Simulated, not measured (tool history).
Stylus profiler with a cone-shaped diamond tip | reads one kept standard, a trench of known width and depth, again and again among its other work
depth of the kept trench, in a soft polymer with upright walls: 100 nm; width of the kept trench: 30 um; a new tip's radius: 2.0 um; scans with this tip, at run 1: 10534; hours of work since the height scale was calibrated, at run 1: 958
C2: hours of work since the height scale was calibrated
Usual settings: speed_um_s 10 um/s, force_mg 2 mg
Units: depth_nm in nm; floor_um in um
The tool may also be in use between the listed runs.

{"run": 1, "day": 0.0, "speed_um_s": 10, "force_mg": 2, "scans with this tip": 10534, "C2": 958, "depth_nm": 100.65, "floor_um": 28.43}
{"run": 2, "day": 1.075, "speed_um_s": 10, "force_mg": 2, "scans with this tip": 10755, "C2": 978, "depth_nm": 100.66, "floor_um": 28.44}
{"run": 3, "day": 1.808, "speed_um_s": 10, "force_mg": 2, "scans with this tip": 10905, "C2": 991, "depth_nm": 100.59, "floor_um": 28.44}
{"run": 4, "day": 2.7, "speed_um_s": 10, "force_mg": 2, "scans with this tip": 11088, "C2": 1008, "depth_nm": 100.63, "floor_um": 28.4}
{"run": 5, "day": 3.675, "speed_um_s": 10, "force_mg": 2, "scans with this tip": 11287, "C2": 1026, "depth_nm": 100.62, "floor_um": 28.38}
{"run": 6, "day": 4.458, "speed_um_s": 10, "force_mg": 3.4, "scans with this tip": 11449, "C2": 1041, "depth_nm": 101, "floor_um": 28.42}
{"run": 7, "day": 5.279, "speed_um_s": 10, "force_mg": 3.4, "scans with this tip": 11617, "C2": 1056, "depth_nm": 101.04, "floor_um": 28.35}
{"run": 8, "day": 6.212, "speed_um_s": 10, "force_mg": 2, "scans with this tip": 11809, "C2": 1073, "depth_nm": 100.63, "floor_um": 28.36}
{"run": 9, "day": 6.742, "speed_um_s": 10, "force_mg": 1.43, "scans with this tip": 11918, "C2": 1083, "depth_nm": 100.39, "floor_um": 28.38}
{"run": 10, "day": 7.738, "speed_um_s": 5, "force_mg": 1.43, "scans with this tip": 12121, "C2": 1102, "depth_nm": 100.42, "floor_um": 28.38}
{"run": 11, "day": 8.375, "speed_um_s": 5, "force_mg": 2, "scans with this tip": 12253, "C2": 1114, "depth_nm": 100.58, "floor_um": 28.34}
{"run": 12, "day": 9.221, "speed_um_s": 5, "force_mg": 2, "scans with this tip": 12426, "C2": 1130, "depth_nm": 100.62, "floor_um": 28.47}
{"run": 13, "day": 9.804, "speed_um_s": 5, "force_mg": 2, "scans with this tip": 12546, "C2": 1141, "depth_nm": 100.58, "floor_um": 28.34}
{"run": 14, "day": 10.496, "speed_um_s": 10, "force_mg": 2, "scans with this tip": 12688, "C2": 1153, "depth_nm": 100.69, "floor_um": 28.36}
{"run": 15, "day": 11.517, "speed_um_s": 10, "force_mg": 2, "scans with this tip": 12897, "C2": 1172, "depth_nm": 100.6, "floor_um": 28.37}
{"run": 16, "day": 12.721, "speed_um_s": 10, "force_mg": 2, "scans with this tip": 13144, "C2": 1195, "depth_nm": 100.56, "floor_um": 28.34}
{"run": 17, "day": 13.592, "speed_um_s": 10, "force_mg": 2, "scans with this tip": 13323, "C2": 1211, "depth_nm": 100.61, "floor_um": 28.44}
{"run": 18, "day": 14.362, "speed_um_s": 10, "force_mg": 2, "scans with this tip": 13481, "C2": 1226, "depth_nm": 100.64, "floor_um": 28.36}
{"run": 19, "day": 15.558, "speed_um_s": 10, "force_mg": 2, "scans with this tip": 13727, "C2": 1248, "depth_nm": 100.6, "floor_um": 28.29}
{"run": 20, "day": 16.796, "speed_um_s": 10, "force_mg": 2, "scans with this tip": 13981, "C2": 1271, "depth_nm": 100.54, "floor_um": 28.34}
{"run": 21, "day": 17.858, "speed_um_s": 10, "force_mg": 2, "scans with this tip": 14199, "C2": 1291, "depth_nm": 100.59, "floor_um": 28.32}
{"run": 22, "day": 18.454, "speed_um_s": 19, "force_mg": 2, "scans with this tip": 14321, "C2": 1302, "depth_nm": 100.53, "floor_um": 28.31}
{"run": 23, "day": 19.008, "speed_um_s": 19, "force_mg": 2, "scans with this tip": 14435, "C2": 1312, "depth_nm": 100.6, "floor_um": 28.32}
{"run": 24, "day": 19.667, "speed_um_s": 10, "force_mg": 2.38, "scans with this tip": 14570, "C2": 1325, "depth_nm": 100.65, "floor_um": 28.33}
{"run": 25, "day": 20.679, "speed_um_s": 8, "force_mg": 1.15, "scans with this tip": 14778, "C2": 1343, "depth_nm": 100.3, "floor_um": 28.32}
{"day": 20.767, "done": "height scale calibrated on a step standard"}
{"run": 26, "day": 21.496, "speed_um_s": 2, "force_mg": 4.2, "scans with this tip": 14941, "C2": 14, "depth_nm": 101.43, "floor_um": 28.31}
{"run": 27, "day": 22.183, "speed_um_s": 2, "force_mg": 4.2, "scans with this tip": 15082, "C2": 26, "depth_nm": 101.44, "floor_um": 28.33}
{"run": 28, "day": 23.258, "speed_um_s": 2, "force_mg": 4.2, "scans with this tip": 15303, "C2": 46, "depth_nm": 101.45, "floor_um": 28.31}
{"run": 29, "day": 24.546, "speed_um_s": 2, "force_mg": 4.2, "scans with this tip": 15567, "C2": 70, "depth_nm": 101.41, "floor_um": 28.32}
{"run": 30, "day": 25.55, "speed_um_s": 2, "force_mg": 4.2, "scans with this tip": 15773, "C2": 89, "depth_nm": 101.44, "floor_um": 28.34}
{"run": 31, "day": 26.812, "speed_um_s": 5, "force_mg": 0.96, "scans with this tip": 16033, "C2": 113, "depth_nm": 100.47, "floor_um": 28.28}
{"run": 32, "day": 27.875, "speed_um_s": 21, "force_mg": 0.8, "scans with this tip": 16251, "C2": 133, "depth_nm": 100.4, "floor_um": 28.25}
{"run": 33, "day": 28.783, "speed_um_s": 6, "force_mg": 1.05, "scans with this tip": 16437, "C2": 150, "depth_nm": 100.45, "floor_um": 28.24}
{"run": 34, "day": 29.588, "speed_um_s": 6, "force_mg": 4.93, "scans with this tip": 16602, "C2": 165, "depth_nm": 101.55, "floor_um": 28.3}
{"run": 35, "day": 30.342, "speed_um_s": 4, "force_mg": 1.17, "scans with this tip": 16756, "C2": 179, "depth_nm": 100.56, "floor_um": 28.31}
{"run": 36, "day": 31.154, "speed_um_s": 11, "force_mg": 1.18, "scans with this tip": 16924, "C2": 194, "depth_nm": 100.56, "floor_um": 28.26}
{"run": 37, "day": 31.767, "speed_um_s": 11, "force_mg": 1.18, "scans with this tip": 17049, "C2": 205, "depth_nm": 100.59, "floor_um": 28.27}
{"run": 38, "day": 32.75, "speed_um_s": 11, "force_mg": 1.18, "scans with this tip": 17251, "C2": 224, "depth_nm": 100.59, "floor_um": 28.24}
{"run": 39, "day": 33.525, "speed_um_s": 11, "force_mg": 1.18, "scans with this tip": 17410, "C2": 238, "depth_nm": 100.49, "floor_um": 28.27}
{"run": 40, "day": 34.071, "speed_um_s": 6, "force_mg": 1.18, "scans with this tip": 17522, "C2": 248, "depth_nm": 100.45, "floor_um": 28.28}
{"run": 41, "day": 35.05, "speed_um_s": 12, "force_mg": 1.05, "scans with this tip": 17723, "C2": 267, "depth_nm": 100.49, "floor_um": 28.23}
{"run": 42, "day": 35.629, "speed_um_s": 10, "force_mg": 2.17, "scans with this tip": 17842, "C2": 277, "depth_nm": 100.86, "floor_um": 28.25}
{"run": 43, "day": 36.704, "speed_um_s": 10, "force_mg": 2.17, "scans with this tip": 18063, "C2": 297, "depth_nm": 100.8, "floor_um": 28.27}
{"run": 44, "day": 37.892, "speed_um_s": 10, "force_mg": 2.17, "scans with this tip": 18306, "C2": 319, "depth_nm": 100.87, "floor_um": 28.27}

Run 45 comes next. What will it give?
{"run": 45, "day": 39.138, "speed_um_s": 10, "force_mg": 2.17, "scans with this tip": 18562, "C2": 343, "depth_nm": "?", "floor_um": "?"}

Run 45 gave depth_nm 100.83 nm, floor_um 28.25 um.
Without the tool's hidden state the same run would have given depth_nm 100.94 nm, floor_um 28.75 um.

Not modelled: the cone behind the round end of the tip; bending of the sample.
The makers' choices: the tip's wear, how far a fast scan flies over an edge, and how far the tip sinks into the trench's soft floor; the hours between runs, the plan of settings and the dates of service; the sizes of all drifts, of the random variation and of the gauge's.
